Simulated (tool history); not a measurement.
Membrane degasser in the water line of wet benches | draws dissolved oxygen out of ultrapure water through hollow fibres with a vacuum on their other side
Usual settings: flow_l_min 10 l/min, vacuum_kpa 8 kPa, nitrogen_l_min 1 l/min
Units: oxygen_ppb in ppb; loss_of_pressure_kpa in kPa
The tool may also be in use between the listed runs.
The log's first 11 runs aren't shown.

run,hour,flow_l_min,vacuum_kpa,nitrogen_l_min,hours since the membrane was changed,hours since the vacuum gauge was calibrated,hours since the vacuum lines were made tight,oxygen_ppb,loss_of_pressure_kpa
12,943.2,10,4.99,0.53,1447,3003,7057,90.7,48.49
13,1011,10,14.05,0.53,1514,3070,7125,461.8,48.21
14,1068.9,10,14.05,0.53,1572,3128,7183,460.4,48.06
15,1165.8,10,14.05,0.53,1669,3225,7280,461.4,48.28
16,1271.3,10,14.05,0.77,1775,3331,7385,336.5,48.21
17,1363.9,10,14.05,0.77,1867,3423,7478,333.9,48.04
18,1415.5,8,7.76,0.83,1919,3475,7530,114.5,38.3
19,1521.1,8,6.5,0.6,2025,3581,7635,112.9,38.5
20,1627.8,8,5.62,0.6,2131,3687,7742,84.9,38.07
21,1716.9,9,10.87,2.92,2220,3776,7831,65.5,43.39
22,1778.4,9,10.87,2.92,2282,3838,7892,65.9,43.29
23,1870.1,9,16.1,1,2374,3930,7984,285.3,43.2
24,1976.3,9,8,1,2480,4036,8090,113.6,43.24
25,2083.8,14,11.05,1,2587,4143,8198,282.5,67.11
26,2204.3,9,7.65,0.44,2708,4264,8318,217.3,43.23
27,2282.8,7,6.15,0.43,2786,4342,8397,122,33.62
28,2357.4,11,6.15,0.43,2861,4417,8472,185.8,53.25
29,2420.5,11,8,1.6,2924,4480,8535,96.1,52.71
30,2477,11,14.86,2,2981,4536,8591,173.7,53.25
31,2552.9,11,14.86,2,3056,4612,8667,170.4,53.2
32,2632.8,11,14.86,2,3136,4692,8747,171,53.17
33,2730.1,8,8,1.58,3234,4789,8844,67.8,38.69

3 ways to go on from here, each from the tool as it stands after run 33. What would each give?
A,2816.1,16,8,1,3320,4876,8930,?,?
B,2816.1,8,13.7,2.32,3320,4876,8930,?,?
C,2816.1,12,5.87,1,3320,4876,8930,?,?

run,oxygen_ppb,loss_of_pressure_kpa
A,225.4,77.4
B,98.7,38.63
C,98.9,57.82
Without the tool's hidden state the same runs would have given:
run,oxygen_ppb,loss_of_pressure_kpa
A,210.7,76.47
B,91.7,38.16
C,88.4,57.12
